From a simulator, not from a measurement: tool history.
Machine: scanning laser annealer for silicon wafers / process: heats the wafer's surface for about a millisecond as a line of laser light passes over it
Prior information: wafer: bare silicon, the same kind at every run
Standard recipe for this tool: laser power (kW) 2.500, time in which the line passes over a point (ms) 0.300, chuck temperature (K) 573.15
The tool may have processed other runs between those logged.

| run | hour | laser power (kW) | time in which the line passes over a point (ms) | chuck temperature (K) | highest temperature of the surface (K) |
|---|---|---|---|---|---|
| 1 | 0.0 | 2.500 | 0.300 | 573.15 | 1335.15 |
| 2 | 7.8 | 2.500 | 0.333 | 573.15 | 1380.15 |
| 3 | 21.3 | 2.724 | 0.300 | 573.15 | 1424.15 |
| 4 | 35.8 | 2.724 | 0.300 | 573.15 | 1428.15 |
| 5 | 46.8 | 2.500 | 0.331 | 573.15 | 1379.15 |
| 6 | 61.6 | 2.385 | 0.300 | 573.15 | 1291.15 |
|  | 65.1 | window over the wafer cleaned |
| 7 | 70.3 | 2.500 | 0.300 | 573.15 | 1337.15 |
| 8 | 78.3 | 2.500 | 0.300 | 573.15 | 1337.15 |

What does the tool deliver on the next run?
| 9 | 86.7 | 2.500 | 0.300 | 567.15 | ? |

{"run 9": {"highest temperature of the surface (K)": 1328.15}}
Had the tool carried no hidden state, the very same run would have given highest temperature of the surface (K) 1329.15.

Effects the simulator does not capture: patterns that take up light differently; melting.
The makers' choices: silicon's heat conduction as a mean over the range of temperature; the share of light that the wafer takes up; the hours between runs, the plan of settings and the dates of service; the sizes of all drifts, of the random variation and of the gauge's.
